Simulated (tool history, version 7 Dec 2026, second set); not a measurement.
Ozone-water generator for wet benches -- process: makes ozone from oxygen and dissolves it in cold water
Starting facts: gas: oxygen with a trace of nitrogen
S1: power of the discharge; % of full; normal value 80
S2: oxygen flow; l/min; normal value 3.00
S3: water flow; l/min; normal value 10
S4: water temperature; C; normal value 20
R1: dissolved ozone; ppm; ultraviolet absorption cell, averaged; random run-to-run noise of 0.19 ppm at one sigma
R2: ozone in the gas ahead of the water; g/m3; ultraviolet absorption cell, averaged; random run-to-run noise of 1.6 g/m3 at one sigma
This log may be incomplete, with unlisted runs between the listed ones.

run	day	S1	S2	S3	S4	R1	R2
1	0.000	80	3.00	10	20	26.6	299.0
2	5.062	80	3.00	10	20	26.8	297.3
3	9.988	80	3.00	10	16	28.5	299.7
4	15.346	80	3.00	10	16	28.1	297.8
5	18.879	80	3.00	10	16	28.6	298.0
6	24.262	80	3.72	10	16	27.9	265.4
7	28.167	80	3.00	10	20	26.8	296.9
8	30.862	80	3.00	10	20	26.8	299.0
9	35.462	80	3.00	10	20	26.6	296.0
10	38.167	80	3.00	10	20	27.1	295.1
11	40.942	80	3.00	10	20	26.9	298.7
12	44.088	80	3.00	10	20	26.9	297.6
13	47.358	80	3.00	10	20	26.7	296.7
14	49.708	80	3.00	10	20	26.3	297.0
15	53.725	80	3.00	10	20	27.3	298.9
16	58.821	80	3.00	10	20	26.9	298.9
17	61.321	80	3.00	10	20	26.8	298.0
# day 63.296: water thermometer calibrated
18	63.821	80	1.92	6	20	42.4	385.7
19	68.162	80	2.80	14	19	19.4	310.5
20	72.346	80	2.80	14	19	19.4	309.0
21	77.679	80	2.80	14	19	19.8	310.3
22	82.717	88	3.00	10	22	27.4	313.6
23	85.746	80	3.00	15	20	18.0	297.8
24	90.200	49	3.00	14	14	15.9	228.9
25	94.125	42	1.85	7	22	25.4	275.1
26	99.138	42	1.85	11	12	18.5	271.6
27	102.238	80	4.17	9	18	29.6	245.8
28	107.546	80	3.00	10	19	27.1	299.1
29	112.346	80	3.00	10	19	27.1	297.4
30	117.904	74	3.00	10	14	28.5	282.8
31	120.367	93	1.87	6	15	50.1	420.7
32	125.808	85	3.00	10	27	24.6	308.2
33	128.812	85	3.00	10	18	28.4	305.7

Predict each of these 4 candidate next runs independently; none follows another, all start after run 33:
A	131.300	85	3.00	15	18	?	?
B	131.300	77	3.00	10	20	?	?
C	131.300	55	1.55	10	20	?	?
D	131.300	66	3.00	10	22	?	?

run	R1	R2
A	19.3	307.0
B	26.0	290.5
C	21.4	353.1
D	23.5	270.5
What these runs would have given with no unlogged condition in the tool:
run	R1	R2
A	19.4	307.8
B	26.1	291.1
C	21.4	353.8
D	23.6	271.1
